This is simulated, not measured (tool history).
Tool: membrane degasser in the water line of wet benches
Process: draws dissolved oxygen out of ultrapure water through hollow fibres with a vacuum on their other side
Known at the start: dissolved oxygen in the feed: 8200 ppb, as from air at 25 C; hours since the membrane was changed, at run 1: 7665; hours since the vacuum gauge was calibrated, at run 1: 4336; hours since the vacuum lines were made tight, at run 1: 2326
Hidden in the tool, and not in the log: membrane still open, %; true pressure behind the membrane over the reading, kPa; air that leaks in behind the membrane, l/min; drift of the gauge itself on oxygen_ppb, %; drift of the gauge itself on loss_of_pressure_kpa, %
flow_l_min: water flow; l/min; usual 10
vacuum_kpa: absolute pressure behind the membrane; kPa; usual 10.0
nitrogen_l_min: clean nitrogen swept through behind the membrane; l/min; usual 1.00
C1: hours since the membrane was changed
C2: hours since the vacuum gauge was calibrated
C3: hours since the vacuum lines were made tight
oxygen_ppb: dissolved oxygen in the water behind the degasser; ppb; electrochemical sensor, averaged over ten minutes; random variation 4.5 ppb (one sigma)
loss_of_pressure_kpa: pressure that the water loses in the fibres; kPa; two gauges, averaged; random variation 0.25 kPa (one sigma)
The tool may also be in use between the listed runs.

Run 1, day 0.000: usual settings; C1 7665; C2 4336; C3 2326. Result: oxygen_ppb 569.7 ppb, loss_of_pressure_kpa 74.73 kPa.
Run 2, day 6.017: usual settings; C1 7809; C2 4481; C3 2470. Result: oxygen_ppb 556.1 ppb, loss_of_pressure_kpa 75.17 kPa.
Run 3, day 10.500: usual settings; C1 7917; C2 4588; C3 2578. Result: oxygen_ppb 563.5 ppb, loss_of_pressure_kpa 74.66 kPa.
Run 4, day 19.504: usual settings; C1 8133; C2 4804; C3 2794. Result: oxygen_ppb 579.2 ppb, loss_of_pressure_kpa 75.38 kPa.
Run 5, day 27.396: usual settings; C1 8322; C2 4994; C3 2984. Result: oxygen_ppb 577.9 ppb, loss_of_pressure_kpa 75.17 kPa.
Run 6, day 35.246: usual settings; C1 8511; C2 5182; C3 3172. Result: oxygen_ppb 576.7 ppb, loss_of_pressure_kpa 75.00 kPa.
Run 7, day 41.296: usual settings but flow_l_min 7 l/min; C1 8656; C2 5327; C3 3317. Result: oxygen_ppb 382.7 ppb, loss_of_pressure_kpa 52.85 kPa.
Run 8, day 48.550: usual settings but flow_l_min 7 l/min; C1 8830; C2 5502; C3 3491. Result: oxygen_ppb 387.2 ppb, loss_of_pressure_kpa 53.20 kPa.
Run 9, day 54.804: usual settings but flow_l_min 15 l/min; C1 8980; C2 5652; C3 3641. Result: oxygen_ppb 898.0 ppb, loss_of_pressure_kpa 114.34 kPa.
Run 10, day 62.162: usual settings but flow_l_min 15 l/min; C1 9157; C2 5828; C3 3818. Result: oxygen_ppb 901.9 ppb, loss_of_pressure_kpa 114.96 kPa.
Run 11, day 72.425: usual settings but vacuum_kpa 14.1 kPa; C1 9403; C2 6075; C3 4064. Result: oxygen_ppb 685.9 ppb, loss_of_pressure_kpa 76.09 kPa.
Run 12, day 77.850: usual settings but nitrogen_l_min 2.40 l/min; C1 9533; C2 6205; C3 4195. Result: oxygen_ppb 514.1 ppb, loss_of_pressure_kpa 76.25 kPa.
Run 13, day 85.608: usual settings but flow_l_min 13 l/min, nitrogen_l_min 2.40 l/min; C1 9720; C2 6391; C3 4381. Result: oxygen_ppb 680.3 ppb, loss_of_pressure_kpa 99.05 kPa.
Run 14, day 91.958: usual settings but nitrogen_l_min 1.84 l/min; C1 9872; C2 6543; C3 4533. Result: oxygen_ppb 536.5 ppb, loss_of_pressure_kpa 77.17 kPa.
Run 15, day 98.400: usual settings but nitrogen_l_min 1.84 l/min; C1 10027; C2 6698; C3 4688. Result: oxygen_ppb 541.6 ppb, loss_of_pressure_kpa 77.32 kPa.
At day 102.008: vacuum gauge calibrated.
Run 16, day 108.117: usual settings but nitrogen_l_min 1.84 l/min; C1 10259; C2 147; C3 4920. Result: oxygen_ppb 542.6 ppb, loss_of_pressure_kpa 77.45 kPa.
At day 110.604: membrane cartridge changed.
Run 17, day 117.750: usual settings but nitrogen_l_min 1.31 l/min; C1 172; C2 374; C3 5148. Result: oxygen_ppb 418.9 ppb, loss_of_pressure_kpa 67.60 kPa.
At day 119.758: seals of the vacuum lines changed.
Run 18, day 124.175: usual settings but nitrogen_l_min 1.31 l/min; C1 324; C2 526; C3 106. Result: oxygen_ppb 417.2 ppb, loss_of_pressure_kpa 68.07 kPa.
Run 19, day 128.679: usual settings but nitrogen_l_min 1.36 l/min; C1 432; C2 634; C3 214. Result: oxygen_ppb 411.7 ppb, loss_of_pressure_kpa 67.65 kPa.
Run 20, day 133.788: usual settings but nitrogen_l_min 1.36 l/min; C1 554; C2 757; C3 337. Result: oxygen_ppb 414.7 ppb, loss_of_pressure_kpa 68.15 kPa.
Run 21, day 144.400: usual settings but nitrogen_l_min 1.13 l/min; C1 809; C2 1011; C3 591. Result: oxygen_ppb 437.8 ppb, loss_of_pressure_kpa 68.33 kPa.
Run 22, day 151.750: usual settings but vacuum_kpa 15.6 kPa; C1 986; C2 1188; C3 768. Result: oxygen_ppb 582.8 ppb, loss_of_pressure_kpa 67.84 kPa.
Run 23, day 159.788: usual settings but vacuum_kpa 9.4 kPa, nitrogen_l_min 0.51 l/min; C1 1178; C2 1381; C3 961. Result: oxygen_ppb 565.1 ppb, loss_of_pressure_kpa 68.41 kPa.
Run 24, day 169.562: usual settings but vacuum_kpa 9.7 kPa, nitrogen_l_min 2.55 l/min; C1 1413; C2 1615; C3 1195. Result: oxygen_ppb 371.9 ppb, loss_of_pressure_kpa 68.72 kPa.
Run 25, day 178.688: usual settings but flow_l_min 11 l/min, vacuum_kpa 13.0 kPa, nitrogen_l_min 0.46 l/min; C1 1632; C2 1834; C3 1414. Result: oxygen_ppb 809.5 ppb, loss_of_pressure_kpa 75.86 kPa.
Run 26, day 187.771: usual settings but flow_l_min 12 l/min, vacuum_kpa 10.2 kPa; C1 1850; C2 2052; C3 1632. Result: oxygen_ppb 580.9 ppb, loss_of_pressure_kpa 82.89 kPa.
Run 27, day 193.738: usual settings but flow_l_min 12 l/min, vacuum_kpa 10.2 kPa; C1 1993; C2 2196; C3 1776. Result: oxygen_ppb 588.9 ppb, loss_of_pressure_kpa 83.09 kPa.
Run 28, day 202.379: usual settings but flow_l_min 12 l/min, vacuum_kpa 10.2 kPa; C1 2201; C2 2403; C3 1983. Result: oxygen_ppb 583.3 ppb, loss_of_pressure_kpa 83.50 kPa.
Run 29, day 208.312: usual settings but flow_l_min 15 l/min, vacuum_kpa 13.3 kPa, nitrogen_l_min 1.91 l/min; C1 2343; C2 2545; C3 2125. Result: oxygen_ppb 702.1 ppb, loss_of_pressure_kpa 104.81 kPa.
Run 30, day 218.112: usual settings but flow_l_min 12 l/min, vacuum_kpa 20.0 kPa; C1 2578; C2 2780; C3 2361. Result: oxygen_ppb 837.2 ppb, loss_of_pressure_kpa 83.41 kPa.
Run 31, day 223.954: usual settings but nitrogen_l_min 2.78 l/min; C1 2718; C2 2921; C3 2501. Result: oxygen_ppb 391.7 ppb, loss_of_pressure_kpa 70.05 kPa.
Run 32, day 229.092: usual settings but vacuum_kpa 20.0 kPa, nitrogen_l_min 1.28 l/min; C1 2842; C2 3044; C3 2624. Result: oxygen_ppb 622.3 ppb, loss_of_pressure_kpa 69.69 kPa.
Run 33, day 234.829: usual settings but flow_l_min 16 l/min, vacuum_kpa 6.8 kPa; C1 2979; C2 3182; C3 2762. Result: oxygen_ppb 713.9 ppb, loss_of_pressure_kpa 112.52 kPa.

3 ways to go on from here, each from the tool as it stands after run 33. What would each give?
Run A, day 240.517: usual settings but flow_l_min 6 l/min, vacuum_kpa 22.0 kPa, nitrogen_l_min 2.32 l/min; C1 3116; C2 3318; C3 2898. Result: oxygen_ppb ?, loss_of_pressure_kpa ?.
Run B, day 240.517: usual settings but flow_l_min 14 l/min, vacuum_kpa 11.3 kPa, nitrogen_l_min 0.42 l/min; C1 3116; C2 3318; C3 2898. Result: oxygen_ppb ?, loss_of_pressure_kpa ?.
Run C, day 240.517: usual settings but flow_l_min 9 l/min, vacuum_kpa 12.0 kPa, nitrogen_l_min 0.43 l/min; C1 3116; C2 3318; C3 2898. Result: oxygen_ppb ?, loss_of_pressure_kpa ?.

run  oxygen_ppb  loss_of_pressure_kpa
  A       280.2                 41.98
  B      1007.5                 98.33
  C       675.9                 63.38
Without the tool's hidden state the same runs would have given:
run  oxygen_ppb  loss_of_pressure_kpa
  A       251.2                 40.31
  B       941.4                 94.39
  C       626.5                 60.86
